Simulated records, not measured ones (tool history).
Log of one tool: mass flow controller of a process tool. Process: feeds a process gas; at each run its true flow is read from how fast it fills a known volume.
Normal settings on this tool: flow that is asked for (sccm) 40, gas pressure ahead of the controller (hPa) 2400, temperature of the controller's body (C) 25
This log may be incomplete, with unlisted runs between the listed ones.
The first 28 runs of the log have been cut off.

| run | hour | flow that is asked for (sccm) | gas pressure ahead of the controller (hPa) | temperature of the controller's body (C) | hours of work since the controller was set to zero | hours of work since the controller was changed | true flow (%) |
|---|---|---|---|---|---|---|---|
| 29 | 2779.7 | 86 | 1720 | 25 | 2483 | 2483 | 100.54 |
| 30 | 2917.4 | 88 | 2400 | 22 | 2568 | 2568 | 100.60 |
| 31 | 3029.8 | 40 | 1590 | 25 | 2637 | 2637 | 99.77 |
| 32 | 3156.6 | 44 | 1590 | 25 | 2716 | 2716 | 99.77 |
| 33 | 3294.6 | 21 | 2160 | 20 | 2801 | 2801 | 99.81 |
| 34 | 3359.0 | 40 | 2000 | 22 | 2841 | 2841 | 99.83 |
| 35 | 3444.0 | 40 | 1530 | 39 | 2893 | 2893 | 99.00 |
| 36 | 3522.1 | 13 | 1560 | 25 | 2942 | 2942 | 100.19 |
| 37 | 3651.7 | 13 | 2630 | 25 | 3022 | 3022 | 100.11 |
| 38 | 3787.9 | 13 | 2630 | 25 | 3106 | 3106 | 100.39 |

Here are 5 independent what-if runs from the current tool condition. What would each one return?
| A | 3901.6 | 12 | 1550 | 24 | 3176 | 3176 | ? |
| B | 3901.6 | 19 | 1420 | 33 | 3176 | 3176 | ? |
| C | 3901.6 | 82 | 1990 | 28 | 3176 | 3176 | ? |
| D | 3901.6 | 65 | 1860 | 25 | 3176 | 3176 | ? |
| E | 3901.6 | 13 | 2630 | 25 | 3176 | 3176 | ? |

| run | true flow (%) |
|---|---|
| A | 100.59 |
| B | 99.70 |
| C | 100.34 |
| D | 100.20 |
| E | 100.25 |
Without the tool's hidden state the same runs would have given:
| run | true flow (%) |
|---|---|
| A | 97.91 |
| B | 97.72 |
| C | 99.29 |
| D | 99.08 |
| E | 97.71 |

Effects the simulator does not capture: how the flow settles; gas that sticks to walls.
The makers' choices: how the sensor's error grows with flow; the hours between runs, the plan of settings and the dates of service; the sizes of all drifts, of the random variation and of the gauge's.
